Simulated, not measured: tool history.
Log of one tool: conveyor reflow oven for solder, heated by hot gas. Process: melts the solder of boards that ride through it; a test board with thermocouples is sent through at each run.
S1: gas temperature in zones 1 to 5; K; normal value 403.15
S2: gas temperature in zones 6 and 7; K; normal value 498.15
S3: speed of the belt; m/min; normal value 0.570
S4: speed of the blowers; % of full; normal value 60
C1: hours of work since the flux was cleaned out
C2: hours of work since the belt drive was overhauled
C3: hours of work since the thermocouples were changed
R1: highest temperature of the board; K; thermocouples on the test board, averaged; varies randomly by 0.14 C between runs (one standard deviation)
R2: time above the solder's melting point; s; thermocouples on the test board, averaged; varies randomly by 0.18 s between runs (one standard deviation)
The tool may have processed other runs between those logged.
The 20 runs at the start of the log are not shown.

| run | day | S1 | S2 | S3 | S4 | C1 | C2 | C3 | R1 | R2 |
|---|---|---|---|---|---|---|---|---|---|---|
|  | 33.604 | flux residue cleaned out of gas plates and filters |
| 21 | 33.892 | 410.15 | 505.15 | 0.633 | 51 | 4 | 41 | 772 | 475.05 | 29.1 |
|  | 35.112 | belt drive overhauled, speed set with a stopwatch, once more |
| 22 | 35.350 | 410.15 | 505.15 | 0.633 | 51 | 22 | 3 | 789 | 473.75 | 26.3 |
| 23 | 36.312 | 410.15 | 505.15 | 0.633 | 51 | 35 | 16 | 802 | 473.75 | 26.8 |
| 24 | 38.262 | 403.15 | 510.15 | 0.570 | 60 | 62 | 43 | 829 | 484.35 | 39.0 |
| 25 | 39.658 | 418.15 | 498.15 | 0.570 | 52 | 81 | 62 | 848 | 475.55 | 34.7 |
| 26 | 40.746 | 418.15 | 498.15 | 0.570 | 52 | 96 | 77 | 863 | 475.35 | 35.0 |
| 27 | 41.908 | 418.15 | 498.15 | 0.570 | 52 | 112 | 93 | 879 | 475.45 | 34.4 |
| 28 | 43.992 | 403.15 | 489.15 | 0.570 | 60 | 140 | 122 | 908 | 467.05 | 21.2 |
| 29 | 46.038 | 403.15 | 489.15 | 0.570 | 60 | 168 | 150 | 936 | 467.45 | 21.3 |
| 30 | 48.158 | 389.15 | 502.15 | 0.594 | 81 | 197 | 179 | 965 | 479.15 | 30.8 |

Branching from run 30: 4 alternative next runs. What would each branch give?
| A | 50.004 | 418.15 | 502.15 | 0.570 | 60 | 223 | 204 | 990 | ? | ? |
| B | 50.004 | 389.15 | 502.15 | 0.594 | 81 | 223 | 204 | 990 | ? | ? |
| C | 50.004 | 403.15 | 488.15 | 0.471 | 60 | 223 | 204 | 990 | ? | ? |
| D | 50.004 | 391.15 | 507.15 | 0.594 | 61 | 223 | 204 | 990 | ? | ? |

| run | R1 | R2 |
|---|---|---|
| A | 480.95 | 40.9 |
| B | 479.15 | 31.2 |
| C | 472.65 | 36.1 |
| D | 476.65 | 28.1 |
Without the tool's unlogged condition, the same runs would have read:
| run | R1 | R2 |
|---|---|---|
| A | 480.75 | 40.9 |
| B | 479.45 | 31.7 |
| C | 472.05 | 35.7 |
| D | 476.85 | 28.4 |

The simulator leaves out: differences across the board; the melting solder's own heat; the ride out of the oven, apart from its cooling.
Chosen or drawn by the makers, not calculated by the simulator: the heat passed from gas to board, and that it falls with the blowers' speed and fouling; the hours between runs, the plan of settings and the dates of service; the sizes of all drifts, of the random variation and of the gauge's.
